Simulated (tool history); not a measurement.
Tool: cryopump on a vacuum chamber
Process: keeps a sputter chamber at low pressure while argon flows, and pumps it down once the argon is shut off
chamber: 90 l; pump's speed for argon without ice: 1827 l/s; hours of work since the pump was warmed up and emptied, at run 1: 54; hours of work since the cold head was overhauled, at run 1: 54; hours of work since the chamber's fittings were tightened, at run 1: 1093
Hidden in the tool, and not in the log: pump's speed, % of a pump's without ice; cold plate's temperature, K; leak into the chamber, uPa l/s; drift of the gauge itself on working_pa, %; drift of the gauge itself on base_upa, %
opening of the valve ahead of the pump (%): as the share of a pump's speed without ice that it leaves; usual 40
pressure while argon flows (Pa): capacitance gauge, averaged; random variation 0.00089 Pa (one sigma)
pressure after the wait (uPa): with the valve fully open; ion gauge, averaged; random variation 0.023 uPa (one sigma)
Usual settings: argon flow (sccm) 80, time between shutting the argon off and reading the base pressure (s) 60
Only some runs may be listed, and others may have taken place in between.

| run | hour | argon flow (sccm) | time between shutting the argon off and reading the base pressure (s) | opening of the valve ahead of the pump (%) | hours of work since the pump was warmed up and emptied | hours of work since the cold head was overhauled | hours of work since the chamber's fittings were tightened | pressure while argon flows (Pa) | pressure after the wait (uPa) |
|---|---|---|---|---|---|---|---|---|---|
| 1 | 0.0 | 80 | 60 | 40 | 54 | 54 | 1093 | 0.1876 | 1.19 |
| 2 | 11.2 | 80 | 60 | 40 | 62 | 62 | 1100 | 0.1867 | 1.19 |
| 3 | 25.5 | 80 | 60 | 40 | 72 | 72 | 1110 | 0.1870 | 1.20 |
| 4 | 35.8 | 80 | 60 | 40 | 79 | 79 | 1117 | 0.1863 | 1.17 |
| 5 | 51.8 | 80 | 60 | 40 | 90 | 90 | 1128 | 0.1892 | 1.17 |
| 6 | 66.9 | 80 | 60 | 40 | 100 | 100 | 1138 | 0.1881 | 1.19 |
| 7 | 87.9 | 80 | 60 | 58 | 114 | 114 | 1152 | 0.1309 | 1.20 |
| 8 | 97.8 | 80 | 60 | 58 | 121 | 121 | 1159 | 0.1315 | 1.23 |
| 9 | 113.3 | 80 | 60 | 58 | 131 | 131 | 1170 | 0.1324 | 1.20 |
| 10 | 126.4 | 80 | 41 | 40 | 140 | 140 | 1179 | 0.1904 | 1.42 |
| 11 | 147.6 | 80 | 41 | 40 | 155 | 155 | 1193 | 0.1902 | 1.52 |
| 12 | 161.2 | 80 | 41 | 40 | 164 | 164 | 1202 | 0.1882 | 1.51 |
| 13 | 170.1 | 80 | 41 | 40 | 170 | 170 | 1208 | 0.1885 | 1.53 |
| 14 | 184.2 | 32 | 60 | 40 | 179 | 179 | 1218 | 0.0760 | 1.32 |
| 15 | 196.5 | 32 | 60 | 40 | 188 | 188 | 1226 | 0.0760 | 1.26 |
| 16 | 210.1 | 32 | 23 | 47 | 197 | 197 | 1235 | 0.0657 | 2.15 |
| 17 | 220.9 | 35 | 168 | 40 | 204 | 204 | 1243 | 0.0841 | 0.90 |
| 18 | 240.1 | 77 | 168 | 59 | 217 | 217 | 1256 | 0.1274 | 0.90 |
| 19 | 252.6 | 118 | 132 | 25 | 226 | 226 | 1264 | 0.4459 | 0.98 |
| 20 | 264.5 | 50 | 183 | 43 | 234 | 234 | 1272 | 0.1129 | 0.90 |
| 21 | 275.7 | 50 | 183 | 43 | 241 | 241 | 1280 | 0.1120 | 0.93 |
| 22 | 292.9 | 50 | 183 | 43 | 253 | 253 | 1291 | 0.1131 | 0.90 |
| 23 | 307.6 | 50 | 183 | 43 | 263 | 263 | 1301 | 0.1125 | 0.85 |
| 24 | 325.6 | 50 | 183 | 43 | 275 | 275 | 1314 | 0.1125 | 0.90 |

Each row is a separate what-if for the run after 24, all from the same tool condition, not one after another. Results?
| A | 337.6 | 80 | 28 | 40 | 283 | 283 | 1322 | ? | ? |
| B | 337.6 | 77 | 27 | 28 | 283 | 283 | 1322 | ? | ? |
| C | 337.6 | 35 | 137 | 43 | 283 | 283 | 1322 | ? | ? |

| run | pressure while argon flows (Pa) | pressure after the wait (uPa) |
|---|---|---|
| A | 0.1943 | 2.00 |
| B | 0.2629 | 2.02 |
| C | 0.0793 | 0.95 |
With no hidden state in the tool, these same runs would have given:
| run | pressure while argon flows (Pa) | pressure after the wait (uPa) |
|---|---|---|
| A | 0.1853 | 1.42 |
| B | 0.2543 | 1.46 |
| C | 0.0753 | 0.40 |
